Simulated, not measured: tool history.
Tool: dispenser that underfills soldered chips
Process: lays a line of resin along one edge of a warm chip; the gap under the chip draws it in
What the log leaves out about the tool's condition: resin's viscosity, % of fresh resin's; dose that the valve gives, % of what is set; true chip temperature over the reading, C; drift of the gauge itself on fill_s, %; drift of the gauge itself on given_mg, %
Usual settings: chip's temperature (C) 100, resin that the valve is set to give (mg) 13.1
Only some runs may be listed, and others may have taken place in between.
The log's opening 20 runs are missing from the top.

run   hour  chip's temperature (C)  resin that the valve is set to give (mg)  hours of work since the syringe was changed  hours of work since the valve was cleaned  hours of work since the stage was calibrated  time until the resin shows at the far edge (s)  resin that the valve gave (mg)
     246.9  -- new syringe of resin
 21  252.4                     107                                      14.8                                            4                                         24                                           179                                           191.2                           14.62
     255.7  -- new syringe of resin
     264.1  -- new syringe of resin
 22  268.6                      92                                      16.9                                            3                                         36                                           190                                           323.5                           16.55
     272.7  -- new syringe of resin
 23  277.4                      92                                      16.9                                            3                                         42                                           196                                           327.9                           16.53
     281.6  -- new syringe of resin
 24  288.6                      86                                      13.8                                            5                                         50                                           204                                           465.6                           13.42
     290.3  -- new syringe of resin
     298.8  -- new syringe of resin
 25  299.9                      86                                      13.8                                            1                                         58                                           212                                           380.3                           13.30
     303.2  -- dispensing valve cleaned and set on the balance
     307.9  -- new syringe of resin
 26  310.2                     101                                      13.1                                            2                                          5                                           219                                           207.2                           13.02
     316.3  -- new syringe of resin
 27  318.5                     101                                      13.1                                            2                                         11                                           225                                           202.1                           13.04
     324.4  -- new syringe of resin
 28  329.9                     101                                      13.1                                            4                                         19                                           233                                           240.3                           12.93
     332.5  -- new syringe of resin
 29  338.7                      99                                      14.8                                            5                                         25                                           239                                           263.4                           14.53
     341.5  -- new syringe of resin
     350.7  -- new syringe of resin
 30  353.4                      87                                      13.4                                            2                                         36                                           250                                           390.5                           13.13
     358.7  -- new syringe of resin
     367.3  -- new syringe of resin
 31  369.1                     109                                      12.1                                            1                                         47                                           261                                           153.7                           11.74
     375.4  -- new syringe of resin
 32  382.4                     109                                      12.1                                            5                                         56                                           270                                           189.2                           11.69

Forecast each of these 3 alternatives for the next run:
     383.8  -- new syringe of resin
     388.1  -- dispensing valve cleaned and set on the balance
     393.1  -- new syringe of resin
  A  398.3                      89                                      15.7                                            4                                          7                                           281                                               ?                               ?
     383.8  -- new syringe of resin
     388.1  -- dispensing valve cleaned and set on the balance
     393.1  -- new syringe of resin
  B  398.3                      85                                      13.6                                            4                                          7                                           281                                               ?                               ?
     383.8  -- new syringe of resin
     388.1  -- dispensing valve cleaned and set on the balance
     393.1  -- new syringe of resin
  C  398.3                     113                                      13.3                                            4                                          7                                           281                                               ?                               ?

run  time until the resin shows at the far edge (s)  resin that the valve gave (mg)
  A                                           369.0                           15.66
  B                                           449.0                           13.60
  C                                           143.3                           13.28
With the hidden condition removed and each run's random variation left untouched, the same runs would have given:
run  time until the resin shows at the far edge (s)  resin that the valve gave (mg)
  A                                           315.0                           15.69
  B                                           383.3                           13.63
  C                                           122.0                           13.30
